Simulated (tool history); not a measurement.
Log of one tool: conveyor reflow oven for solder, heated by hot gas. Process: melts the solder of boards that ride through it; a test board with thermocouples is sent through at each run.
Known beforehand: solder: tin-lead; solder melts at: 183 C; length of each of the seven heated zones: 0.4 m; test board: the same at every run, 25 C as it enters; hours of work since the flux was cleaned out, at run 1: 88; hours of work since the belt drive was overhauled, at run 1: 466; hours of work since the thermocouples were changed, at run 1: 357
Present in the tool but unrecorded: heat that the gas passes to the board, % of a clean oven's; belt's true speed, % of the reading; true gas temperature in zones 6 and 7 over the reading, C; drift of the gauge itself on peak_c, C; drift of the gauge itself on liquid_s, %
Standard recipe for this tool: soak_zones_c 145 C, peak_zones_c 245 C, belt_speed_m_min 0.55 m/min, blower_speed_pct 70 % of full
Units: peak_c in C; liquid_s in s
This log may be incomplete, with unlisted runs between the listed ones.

run   hour  soak_zones_c  peak_zones_c  belt_speed_m_min  blower_speed_pct  hours of work since the flux was cleaned out  hours of work since the belt drive was overhauled  hours of work since the thermocouples were changed  peak_c  liquid_s
  1      0           145           245              0.55                70                                            88                                                466                                                 357   225.4      75.3
  2   14.1           145           245             0.455                70                                            98                                                476                                                 367   231.4      96.2
  3   22.4           145           245             0.455                70                                           103                                                482                                                 373   230.9        96
  4   29.4           145           245             0.455                70                                           108                                                486                                                 378   231.3      96.4
  5   42.4           145           245             0.455                70                                           117                                                495                                                 387   231.2        96
  6   52.4           145           245             0.455                70                                           124                                                502                                                 394   231.3      96.7
  7   60.9           145           245             0.455                70                                           130                                                508                                                 400     231      96.4
  8   72.8           145           245             0.455                70                                           139                                                517                                                 408   230.9      96.1
  9   82.2           145           245             0.455                70                                           145                                                523                                                 414   230.9      96.4
 10   91.3           145           245             0.455                70                                           151                                                529                                                 421   230.7      96.4
 11  100.3           145           245              0.55                70                                           158                                                536                                                 427     225      74.8
 12  114.6           145           245              0.55                70                                           168                                                546                                                 437   224.8      74.6
 13  122.7           145           260              0.55                70                                           173                                                551                                                 443   237.3      83.5
 14  130.5           145           260              0.55                70                                           179                                                557                                                 448   237.5        83
 15  139.5           145           260              0.55                70                                           185                                                563                                                 454   237.1        83
 16  149.2           134           252             0.572                60                                           192                                                570                                                 461   223.6        66
 17  156.2           145           254              0.55                76                                           197                                                575                                                 466   233.3        81
 18  167.9           145           245             0.441                77                                           205                                                583                                                 474   232.9     101.2
 19  178.6           154           254              0.55                70                                           212                                                590                                                 481     234      85.3
 20    188           154           249             0.555                71                                           219                                                597                                                 488   229.5      81.9

Forecast run 21:
 21  195.1           145           238             0.512                74                                           224                                                602                                                 493       ?         ?

{"run 21": {"peak_c": 221.5, "liquid_s": 78.4}}
On a tool with no hidden condition, and with the same random variation, this run would have come out at peak_c 222.5 C, liquid_s 78 s.
